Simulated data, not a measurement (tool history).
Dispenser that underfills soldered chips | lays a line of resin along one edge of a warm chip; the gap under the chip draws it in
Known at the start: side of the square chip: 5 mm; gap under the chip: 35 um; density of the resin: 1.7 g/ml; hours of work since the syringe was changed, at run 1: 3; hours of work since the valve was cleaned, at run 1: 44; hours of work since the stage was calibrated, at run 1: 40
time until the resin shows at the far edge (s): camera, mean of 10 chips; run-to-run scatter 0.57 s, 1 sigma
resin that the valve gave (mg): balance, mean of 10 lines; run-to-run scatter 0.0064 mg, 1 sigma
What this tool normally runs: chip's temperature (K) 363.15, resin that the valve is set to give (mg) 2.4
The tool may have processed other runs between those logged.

run   hour  chip's temperature (K)  resin that the valve is set to give (mg)  hours of work since the syringe was changed  hours of work since the valve was cleaned  hours of work since the stage was calibrated  time until the resin shows at the far edge (s)  resin that the valve gave (mg)
  1      0                  363.15                                       2.4                                            3                                         44                                            40                                            63.9                            2.31
  2    6.2                  363.15                                       2.4                                            7                                         48                                            44                                            83.6                           2.306
       9.4  -- new syringe of resin
      10.4  -- dispensing valve cleaned and set on the balance
  3   11.5                  363.15                                       2.4                                            1                                          1                                            47                                            50.4                           2.397
  4   16.7                  363.15                                       2.4                                            4                                          4                                            50                                            67.3                           2.394
  5   23.3                  363.15                                       2.4                                            8                                          8                                            55                                            89.8                            2.39
        25  -- new syringe of resin
  6   29.6                  363.15                                       2.4                                            3                                         12                                            59                                            62.2                            2.37
  7   34.6                  363.15                                       2.4                                            6                                         16                                            62                                            75.5                           2.373
      40.1  -- new syringe of resin
  8   41.1                  363.15                                       2.4                                            1                                         20                                            66                                            50.4                           2.366
  9   46.4                  363.15                                       2.4                                            4                                         23                                            69                                            66.6                           2.364
 10     53                  365.15                                       2.4                                            8                                         27                                            74                                              83                           2.357
      54.6  -- new syringe of resin
 11   56.2                  359.15                                       2.4                                            1                                         29                                            75                                              63                           2.364
 12     60                  359.15                                       2.4                                            4                                         32                                            78                                            75.8                           2.354
 13   65.9                  359.15                                       2.4                                            7                                         36                                            82                                            99.8                           2.327
      69.2  -- new syringe of resin
 14   70.2                  359.15                                      2.21                                            1                                         38                                            84                                            62.5                           2.136
 15   74.7                  359.15                                      2.21                                            4                                         41                                            87                                            78.7                           2.142
 16   78.6                  359.15                                      2.21                                            6                                         44                                            90                                            91.3                           2.142
 17   83.3                  363.15                                      2.21                                            9                                         47                                            93                                              96                           2.117
      84.2  -- new syringe of resin
      89.4  -- dispensing valve cleaned and set on the balance
 18   90.3                  363.15                                      2.21                                            3                                          1                                            97                                            63.4                           2.213
 19     95                  363.15                                      2.21                                            6                                          4                                           100                                            76.9                           2.192
     100.1  -- new syringe of resin
 20    102                  376.15                                      2.27                                            1                                          8                                           104                                            31.6                           2.254
 21  108.5                  360.15                                      2.57                                            6                                         12                                           108                                            85.3                           2.551
 22    113                  354.15                                       2.4                                            8                                         15                                           111                                           139.6                           2.374
     114.9  -- new syringe of resin
 23  120.1                  352.15                                      2.39                                            3                                         20                                           116                                           105.2                           2.353
 24    125                  363.15                                      3.01                                            7                                         23                                           119                                            78.4                           2.964
     129.5  -- new syringe of resin
 25  131.5                  363.15                                      3.04                                            1                                         27                                           123                                            53.7                           2.985
 26  136.6                  374.15                                      2.19                                            5                                         30                                           126                                              43                           2.133
 27  143.4                  376.15                                      2.14                                            9                                         35                                           131                                            56.3                           2.084
     144.3  -- new syringe of resin
 28  149.3                  372.15                                      2.52                                            3                                         38                                           134                                            42.7                           2.459
 29  152.3                  365.15                                      2.69                                            5                                         40                                           136                                            65.9                           2.621
 30  155.2                  371.15                                      2.56                                            7                                         42                                           138                                            59.6                           2.466
       159  -- new syringe of resin
 31    161                  358.15                                      2.59                                            1                                         46                                           142                                            69.6                           2.498
 32  163.8                  361.15                                      2.46                                            3                                         47                                           143                                            69.1                           2.373
     168.5  -- dispensing valve cleaned and set on the balance
 33  171.4                  368.15                                      2.17                                            7                                          2                                           148                                            69.7                           2.164
     174.8  -- new syringe of resin
 34  174.9                  352.15                                      3.06                                            0                                          4                                           150                                              80                           3.059
 35  177.7                  353.15                                      2.18                                            2                                          6                                           152                                            90.8                           2.174
 36  184.6                  353.15                                      2.18                                            6                                         10                                           156                                           125.2                           2.174
     189.4  -- new syringe of resin
 37  191.1                  353.15                                      2.18                                            1                                         14                                           160                                            86.5                           2.158

3 options for the next run, each taken on its own from the tool as it stands now. Forecast them:
  A   197                  373.15                                       2.7                                            5                                         18                                           164                                               ?                               ?
  B   197                  353.15                                      2.44                                            5                                         18                                           164                                               ?                               ?
  C   197                  350.15                                      2.18                                            5                                         18                                           164                                               ?                               ?

run  time until the resin shows at the far edge (s)  resin that the valve gave (mg)
  A                                              46                           2.666
  B                                           112.4                           2.411
  C                                           130.8                           2.156
Without the tool's hidden state the same runs would have given:
run  time until the resin shows at the far edge (s)  resin that the valve gave (mg)
  A                                            31.2                           2.696
  B                                            75.9                           2.438
  C                                            88.6                           2.179
